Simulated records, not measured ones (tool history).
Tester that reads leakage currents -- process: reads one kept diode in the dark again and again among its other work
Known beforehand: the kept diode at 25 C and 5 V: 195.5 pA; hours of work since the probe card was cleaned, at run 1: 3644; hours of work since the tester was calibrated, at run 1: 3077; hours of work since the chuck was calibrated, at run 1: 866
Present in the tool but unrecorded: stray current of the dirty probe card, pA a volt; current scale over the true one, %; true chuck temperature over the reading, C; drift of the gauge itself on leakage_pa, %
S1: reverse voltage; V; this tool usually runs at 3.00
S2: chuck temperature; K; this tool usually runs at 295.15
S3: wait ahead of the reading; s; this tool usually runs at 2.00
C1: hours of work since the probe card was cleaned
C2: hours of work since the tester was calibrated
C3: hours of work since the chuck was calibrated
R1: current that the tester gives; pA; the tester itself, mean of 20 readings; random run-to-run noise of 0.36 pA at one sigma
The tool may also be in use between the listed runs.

| run | day | S1 | S2 | S3 | C1 | C2 | C3 | R1 |
|---|---|---|---|---|---|---|---|---|
| 1 | 0.000 | 3.00 | 295.15 | 2.00 | 3644 | 3077 | 866 | 125.63 |
|  | 1.246 | probe card cleaned and baked |
| 2 | 4.796 | 3.00 | 295.15 | 2.00 | 65 | 3163 | 952 | 122.76 |
| 3 | 8.846 | 6.26 | 295.15 | 2.00 | 140 | 3238 | 1027 | 168.68 |
|  | 10.879 | chuck's temperature calibrated |
| 4 | 12.642 | 3.00 | 295.15 | 2.00 | 209 | 3306 | 32 | 118.00 |
| 5 | 16.112 | 1.96 | 295.15 | 2.00 | 273 | 3370 | 96 | 98.35 |
| 6 | 20.683 | 3.00 | 295.15 | 2.00 | 357 | 3455 | 181 | 118.77 |
| 7 | 24.567 | 3.00 | 295.15 | 2.44 | 428 | 3526 | 252 | 118.33 |
| 8 | 27.596 | 3.00 | 295.15 | 2.44 | 484 | 3582 | 308 | 119.87 |
| 9 | 31.800 | 3.00 | 295.15 | 2.44 | 562 | 3660 | 386 | 119.95 |
| 10 | 36.158 | 3.00 | 310.15 | 2.00 | 642 | 3740 | 466 | 481.91 |
| 11 | 38.192 | 3.00 | 310.15 | 2.00 | 680 | 3777 | 503 | 485.62 |
| 12 | 41.046 | 9.00 | 310.15 | 2.00 | 732 | 3830 | 556 | 781.13 |
| 13 | 44.029 | 9.00 | 310.15 | 2.00 | 787 | 3885 | 611 | 785.48 |
| 14 | 48.121 | 9.00 | 310.15 | 2.00 | 863 | 3961 | 687 | 788.94 |
| 15 | 51.183 | 9.00 | 315.15 | 2.00 | 919 | 4017 | 743 | 1216.00 |
| 16 | 55.262 | 9.00 | 315.15 | 2.00 | 994 | 4092 | 818 | 1219.34 |
| 17 | 59.704 | 9.00 | 315.15 | 2.00 | 1076 | 4174 | 900 | 1225.42 |
|  | 61.879 | tester calibrated |
| 18 | 63.062 | 9.00 | 315.15 | 2.00 | 1137 | 22 | 960 | 1221.51 |
| 19 | 65.129 | 1.40 | 295.15 | 2.00 | 1175 | 60 | 999 | 88.83 |
| 20 | 67.133 | 3.00 | 295.15 | 2.00 | 1212 | 97 | 1036 | 124.01 |
|  | 68.921 | chuck's temperature calibrated |
| 21 | 69.825 | 3.00 | 299.15 | 2.00 | 1260 | 145 | 17 | 173.06 |
|  | 73.829 | tester calibrated, once more |
| 22 | 74.604 | 3.75 | 294.15 | 0.35 | 1346 | 14 | 103 | 120.80 |
| 23 | 77.329 | 5.83 | 304.15 | 2.02 | 1397 | 65 | 154 | 372.94 |
| 24 | 81.558 | 5.83 | 304.15 | 2.02 | 1475 | 143 | 231 | 374.36 |
| 25 | 86.038 | 3.00 | 297.15 | 0.36 | 1557 | 225 | 314 | 147.43 |
| 26 | 89.592 | 3.00 | 312.15 | 0.36 | 1623 | 291 | 380 | 575.52 |
| 27 | 93.346 | 14.07 | 312.15 | 9.02 | 1692 | 360 | 449 | 1126.97 |
| 28 | 97.338 | 2.01 | 312.15 | 9.02 | 1765 | 433 | 522 | 487.79 |
| 29 | 101.621 | 1.19 | 324.15 | 1.93 | 1844 | 512 | 601 | 1068.12 |
| 30 | 103.554 | 11.19 | 302.15 | 2.00 | 1880 | 548 | 637 | 423.36 |
| 31 | 107.738 | 3.00 | 298.15 | 5.31 | 1957 | 625 | 714 | 164.09 |
| 32 | 110.129 | 4.58 | 304.15 | 4.36 | 2001 | 669 | 758 | 343.03 |
| 33 | 112.392 | 1.25 | 297.15 | 3.01 | 2043 | 711 | 800 | 102.62 |
| 34 | 114.554 | 1.25 | 297.15 | 3.01 | 2083 | 751 | 840 | 102.22 |
| 35 | 118.729 | 2.84 | 299.15 | 0.47 | 2160 | 828 | 917 | 178.35 |
| 36 | 123.367 | 5.60 | 295.15 | 1.16 | 2245 | 913 | 1002 | 165.22 |
|  | 126.867 | chuck's temperature calibrated |
| 37 | 128.183 | 3.00 | 318.15 | 8.40 | 2333 | 1001 | 24 | 933.33 |
| 38 | 132.867 | 3.74 | 304.15 | 2.00 | 2419 | 1087 | 111 | 303.14 |
| 39 | 136.604 | 15.35 | 303.15 | 4.29 | 2488 | 1156 | 179 | 514.39 |

How would selected steps in R1 from run to run divide? Give the signed amount a tool lacking its hidden state would still show from settings, what came in and random variation, and the signed amount left for the hidden state, including any gauge scatter that is not in both of the compared results.
Run 18 -> 19: S1 9.00 -> 1.40, S2 315.15 -> 295.15. R1 -1132.68 pA: hidden state -42.78, all else -1089.90.
Run 26 -> 27: S1 3.00 -> 14.07, S3 0.36 -> 9.02. R1 +551.45 pA: hidden state +17.86, all else +533.59.
Run 29 -> 30: S1 1.19 -> 11.19, S2 324.15 -> 302.15, S3 1.93 -> 2.00. R1 -644.76 pA: hidden state -8.64, all else -636.12.
Run 36 -> 37: S1 5.60 -> 3.00, S2 295.15 -> 318.15, S3 1.16 -> 8.40, chuck's temperature calibrated. R1 +768.11 pA: hidden state -22.53, all else +790.64.
